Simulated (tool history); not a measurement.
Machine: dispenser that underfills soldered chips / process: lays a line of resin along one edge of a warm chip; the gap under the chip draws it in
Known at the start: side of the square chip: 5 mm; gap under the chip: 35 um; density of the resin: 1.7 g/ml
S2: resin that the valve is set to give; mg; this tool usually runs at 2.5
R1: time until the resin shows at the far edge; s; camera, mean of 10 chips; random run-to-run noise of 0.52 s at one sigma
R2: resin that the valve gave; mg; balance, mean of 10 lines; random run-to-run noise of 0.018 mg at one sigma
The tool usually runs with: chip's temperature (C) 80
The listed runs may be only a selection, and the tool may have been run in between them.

Run 1, hour 0: usual settings. Result: R1 49.4 s, R2 2.47 mg.
Run 2, hour 7.8: usual settings. Result: R1 63.1 s, R2 2.44 mg.
At hour 13.2: new syringe of resin.
Run 3, hour 17.6: usual settings but chip's temperature (C) 88. Result: R1 35.9 s, R2 2.45 mg.
Run 4, hour 25.8: usual settings but chip's temperature (C) 88. Result: R1 46 s, R2 2.42 mg.
At hour 32.1: new syringe of resin.
Run 5, hour 33.9: usual settings but chip's temperature (C) 88. Result: R1 33 s, R2 2.46 mg.
Run 6, hour 39.6: usual settings. Result: R1 51.5 s, R2 2.46 mg.
Run 7, hour 49.1: usual settings. Result: R1 68.9 s, R2 2.44 mg.
At hour 51.2: new syringe of resin.
Run 8, hour 58.7: usual settings but chip's temperature (C) 92. Result: R1 35 s, R2 2.42 mg.
Run 9, hour 64.4: usual settings. Result: R1 63 s, R2 2.39 mg.
At hour 69.9: new syringe of resin.
Run 10, hour 73.3: usual settings. Result: R1 47.2 s, R2 2.39 mg.
Run 11, hour 82.4: usual settings but S2 2.67 mg. Result: R1 60.9 s, R2 2.55 mg.
At hour 89.1: new syringe of resin.
Run 12, hour 90.2: usual settings but S2 2.67 mg. Result: R1 42.7 s, R2 2.54 mg.
Run 13, hour 98.3: usual settings but S2 2.67 mg. Result: R1 55.2 s, R2 2.52 mg.
Run 14, hour 105.9: usual settings but S2 2.67 mg. Result: R1 68.3 s, R2 2.56 mg.
At hour 107.7: new syringe of resin.
Run 15, hour 111.4: usual settings. Result: R1 45.3 s, R2 2.37 mg.
Run 16, hour 119.2: usual settings. Result: R1 60.3 s, R2 2.38 mg.
At hour 127.1: new syringe of resin.
Run 17, hour 128.8: usual settings. Result: R1 43.2 s, R2 2.36 mg.
Run 18, hour 134.7: usual settings but chip's temperature (C) 86. Result: R1 43.2 s, R2 2.33 mg.
Run 19, hour 141: usual settings but chip's temperature (C) 86. Result: R1 51.6 s, R2 2.34 mg.
At hour 146.1: new syringe of resin.
Run 20, hour 146.1: usual settings but chip's temperature (C) 82, S2 2.17 mg. Result: R1 39.2 s, R2 2 mg.
Run 21, hour 152.6: usual settings but chip's temperature (C) 87, S2 2.37 mg. Result: R1 40.6 s, R2 2.25 mg.
Run 22, hour 159.7: usual settings but chip's temperature (C) 86, S2 2.37 mg. Result: R1 51 s, R2 2.16 mg.
At hour 164.9: new syringe of resin.
Run 23, hour 166.4: usual settings but chip's temperature (C) 86, S2 2.59 mg. Result: R1 35.5 s, R2 2.41 mg.
Run 24, hour 171.5: usual settings but S2 2.65 mg. Result: R1 50.6 s, R2 2.44 mg.
At hour 179.1: dispensing valve cleaned and set on the balance.
Run 25, hour 179.6: usual settings but chip's temperature (C) 75, S2 2.38 mg. Result: R1 75.5 s, R2 2.35 mg.
At hour 184.7: new syringe of resin.
Run 26, hour 187.2: usual settings but chip's temperature (C) 75, S2 2.38 mg. Result: R1 51.5 s, R2 2.39 mg.
Run 27, hour 192.8: usual settings but chip's temperature (C) 77, S2 2.18 mg. Result: R1 58.3 s, R2 2.17 mg.
Run 28, hour 202.3: usual settings but chip's temperature (C) 77, S2 2.18 mg. Result: R1 78.4 s, R2 2.2 mg.
At hour 203.4: new syringe of resin.
Run 29, hour 208.6: usual settings but chip's temperature (C) 77, S2 2.18 mg. Result: R1 55.6 s, R2 2.15 mg.
Run 30, hour 216.8: usual settings but chip's temperature (C) 87, S2 3.08 mg. Result: R1 47.9 s, R2 3.05 mg.
Run 31, hour 221.4: usual settings but chip's temperature (C) 68, S2 2.49 mg. Result: R1 109.6 s, R2 2.48 mg.
At hour 222.2: new syringe of resin.
Run 32, hour 230.7: usual settings but chip's temperature (C) 94, S2 2.14 mg. Result: R1 34.2 s, R2 2.11 mg.
Run 33, hour 240.4: usual settings but chip's temperature (C) 94, S2 2.14 mg. Result: R1 46.5 s, R2 2.12 mg.
At hour 241.5: new syringe of resin.
Run 34, hour 248: usual settings but chip's temperature (C) 94, S2 2.14 mg. Result: R1 31.6 s, R2 2.07 mg.

Predict each of these 3 candidate next runs independently; none follows another, all start after run 34:
Run A, hour 256.6: usual settings but chip's temperature (C) 77, S2 2.11 mg. Result: R1 ?, R2 ?.
Run B, hour 256.6: usual settings but S2 2.72 mg. Result: R1 ?, R2 ?.
Run C, hour 256.6: usual settings but chip's temperature (C) 76, S2 2.29 mg. Result: R1 ?, R2 ?.

run    R1    R2
  A  74.7  2.04
  B  63.5  2.63
  C  75.9  2.23
Had the tool no hidden state, the same runs would have come out as:
run    R1    R2
  A  48.2  2.09
  B    41   2.7
  C  48.9   2.3

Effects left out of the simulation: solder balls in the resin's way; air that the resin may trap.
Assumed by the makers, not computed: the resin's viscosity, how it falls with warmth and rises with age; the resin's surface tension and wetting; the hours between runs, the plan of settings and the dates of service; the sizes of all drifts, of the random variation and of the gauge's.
